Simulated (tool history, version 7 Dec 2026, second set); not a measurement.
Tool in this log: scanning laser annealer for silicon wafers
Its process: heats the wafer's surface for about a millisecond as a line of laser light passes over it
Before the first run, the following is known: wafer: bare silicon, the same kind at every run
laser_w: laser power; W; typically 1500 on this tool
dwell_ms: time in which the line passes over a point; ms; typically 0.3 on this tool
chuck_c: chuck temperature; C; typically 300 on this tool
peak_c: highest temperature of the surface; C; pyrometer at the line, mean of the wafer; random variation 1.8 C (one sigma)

Run 1, hour 0: usual settings. Result: peak_c 1003 C.
Run 2, hour 43.2: usual settings. Result: peak_c 998 C.
Run 3, hour 92.2: usual settings. Result: peak_c 1000 C.
Run 4, hour 124.4: usual settings. Result: peak_c 998 C.
At hour 142.3: optics aligned, line set to its width.
Run 5, hour 161: usual settings. Result: peak_c 1007 C.
Run 6, hour 208.6: usual settings. Result: peak_c 1005 C.
Run 7, hour 233.3: usual settings. Result: peak_c 1004 C.
Run 8, hour 258.7: usual settings. Result: peak_c 1000 C.
Run 9, hour 304.6: usual settings. Result: peak_c 1002 C.
Run 10, hour 346.6: usual settings. Result: peak_c 1002 C.
Run 11, hour 393.7: usual settings. Result: peak_c 998 C.
Run 12, hour 419.4: usual settings. Result: peak_c 998 C.
Run 13, hour 448.5: usual settings. Result: peak_c 995 C.
Run 14, hour 476.9: usual settings. Result: peak_c 1000 C.
Run 15, hour 501.5: usual settings. Result: peak_c 997 C.
Run 16, hour 540: usual settings. Result: peak_c 995 C.
Run 17, hour 562.9: usual settings. Result: peak_c 990 C.
Run 18, hour 586.2: usual settings. Result: peak_c 991 C.
Run 19, hour 618.2: usual settings but dwell_ms 0.257 ms. Result: peak_c 936 C.
At hour 660.3: window over the wafer cleaned.
Run 20, hour 669.9: usual settings. Result: peak_c 1010 C.
Run 21, hour 691.2: usual settings. Result: peak_c 1011 C.
Run 22, hour 738.5: usual settings but laser_w 1356 W, dwell_ms 0.371 ms, chuck_c 297 C. Result: peak_c 1012 C.
Run 23, hour 765.6: usual settings but laser_w 1356 W, dwell_ms 0.371 ms, chuck_c 297 C. Result: peak_c 1009 C.
Run 24, hour 793.9: usual settings but laser_w 1356 W, dwell_ms 0.371 ms, chuck_c 297 C. Result: peak_c 1006 C.
Run 25, hour 837.9: usual settings but laser_w 1298 W, dwell_ms 0.371 ms, chuck_c 322 C. Result: peak_c 993 C.
Run 26, hour 877.5: usual settings but laser_w 1586 W, dwell_ms 0.371 ms, chuck_c 321 C. Result: peak_c 1166 C.
Run 27, hour 910.4: usual settings but laser_w 1456 W, dwell_ms 0.26 ms, chuck_c 307 C. Result: peak_c 936 C.
Run 28, hour 943.6: usual settings but laser_w 1456 W, dwell_ms 0.26 ms, chuck_c 307 C. Result: peak_c 933 C.
Run 29, hour 992.9: usual settings but laser_w 1456 W, dwell_ms 0.26 ms, chuck_c 307 C. Result: peak_c 936 C.
Run 30, hour 1029.8: usual settings but laser_w 1346 W, dwell_ms 0.371 ms, chuck_c 307 C. Result: peak_c 1007 C.
Run 31, hour 1067.8: usual settings but laser_w 1597 W, dwell_ms 0.294 ms. Result: peak_c 1043 C.
Run 32, hour 1117: usual settings but laser_w 1309 W, dwell_ms 0.312 ms. Result: peak_c 911 C.
Run 33, hour 1164.4: usual settings but laser_w 1418 W, dwell_ms 0.236 ms. Result: peak_c 873 C.
Run 34, hour 1199.9: usual settings but laser_w 1419 W, dwell_ms 0.269 ms, chuck_c 312 C. Result: peak_c 926 C.
Run 35, hour 1224.5: usual settings but laser_w 1424 W, dwell_ms 0.252 ms, chuck_c 306 C. Result: peak_c 901 C.
Run 36, hour 1250.9: usual settings but laser_w 1530 W, chuck_c 323 C. Result: peak_c 1031 C.
Run 37, hour 1280.8: usual settings but laser_w 1554 W, dwell_ms 0.258 ms, chuck_c 323 C. Result: peak_c 987 C.
Run 38, hour 1326.4: usual settings but laser_w 1580 W, chuck_c 290 C. Result: peak_c 1021 C.
Run 39, hour 1358.7: usual settings but laser_w 1280 W, dwell_ms 0.344 ms, chuck_c 290 C. Result: peak_c 913 C.
Run 40, hour 1393.6: usual settings but laser_w 1280 W, dwell_ms 0.344 ms, chuck_c 290 C. Result: peak_c 911 C.
Run 41, hour 1424.6: usual settings but laser_w 1308 W, dwell_ms 0.311 ms, chuck_c 282 C. Result: peak_c 885 C.
Run 42, hour 1452.2: usual settings but laser_w 1419 W, dwell_ms 0.322 ms, chuck_c 317 C. Result: peak_c 991 C.

What if the next run were any one of these 3? Each begins from the tool's condition after run 42:
Run A, hour 1499.2: usual settings but laser_w 1388 W, dwell_ms 0.246 ms, chuck_c 285 C. Result: peak_c ?.
Run B, hour 1499.2: usual settings but laser_w 1419 W, dwell_ms 0.322 ms, chuck_c 287 C. Result: peak_c ?.
Run C, hour 1499.2: usual settings but laser_w 1461 W, dwell_ms 0.356 ms, chuck_c 301 C. Result: peak_c ?.

run  peak_c
  A     850
  B     957
  C    1036
Take away the tool's hidden state, keep each run's random variation, and the runs would have read:
run  peak_c
  A     875
  B     986
  C    1067

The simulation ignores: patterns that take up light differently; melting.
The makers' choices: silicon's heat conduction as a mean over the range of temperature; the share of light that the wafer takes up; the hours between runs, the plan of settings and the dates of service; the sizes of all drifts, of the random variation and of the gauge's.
